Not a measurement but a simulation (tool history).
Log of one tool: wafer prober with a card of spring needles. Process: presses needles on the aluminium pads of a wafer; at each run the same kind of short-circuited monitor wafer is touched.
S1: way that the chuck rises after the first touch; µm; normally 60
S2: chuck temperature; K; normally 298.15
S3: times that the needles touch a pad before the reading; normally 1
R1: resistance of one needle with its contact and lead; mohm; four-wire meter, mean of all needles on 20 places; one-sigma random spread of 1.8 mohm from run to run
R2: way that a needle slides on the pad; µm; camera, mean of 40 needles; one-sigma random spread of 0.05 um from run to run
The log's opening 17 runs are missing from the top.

run,hour,S1,S2,S3,R1,R2
18,151.3,60,372.15,1,267,10.27
# hour 153: tips cleaned on abrasive film
19,160.5,65,334.15,3,215,11.11
20,167.5,65,334.15,1,266,11.14
# hour 168.1: tips cleaned on abrasive film
21,174.4,42,298.15,3,226,7.12
22,180.6,70,375.15,1,257,12.08
# hour 183.4: tips cleaned on abrasive film
23,191.1,47,322.15,1,271,8.01
# hour 198.8: tips cleaned on abrasive film
24,200.2,60,304.15,1,208,10.29
25,210.6,62,370.15,2,242,10.69
# hour 213.9: tips cleaned on abrasive film
26,218.5,62,370.15,2,228,10.63
27,226.9,62,370.15,2,240,10.71
# hour 228.6: tips cleaned on abrasive film
28,235.5,76,394.15,1,238,13.17
# hour 243.6: tips cleaned on abrasive film
29,246.6,79,329.15,1,218,13.56
30,253.3,79,329.15,1,232,13.57
# hour 259: tips cleaned on abrasive film
31,265.2,56,298.15,2,224,9.66
32,270.6,56,298.15,2,238,9.58
# hour 274.2: tips cleaned on abrasive film
33,281.6,56,298.15,2,228,9.65
34,287.8,60,306.15,1,267,10.25

Here are 3 independent what-if runs from the current tool condition. What would each one return?
# hour 289: tips cleaned on abrasive film
A,299.1,60,299.15,1,?,?
# hour 289: tips cleaned on abrasive film
B,299.1,70,315.15,2,?,?
# hour 289: tips cleaned on abrasive film
C,299.1,57,308.15,1,?,?

run,R1,R2
A,261,10.28
B,226,11.95
C,265,9.8
Take away the tool's hidden state, keep each run's random variation, and the runs would have read:
run,R1,R2
A,197,10.59
B,197,12.26
C,197,10.11
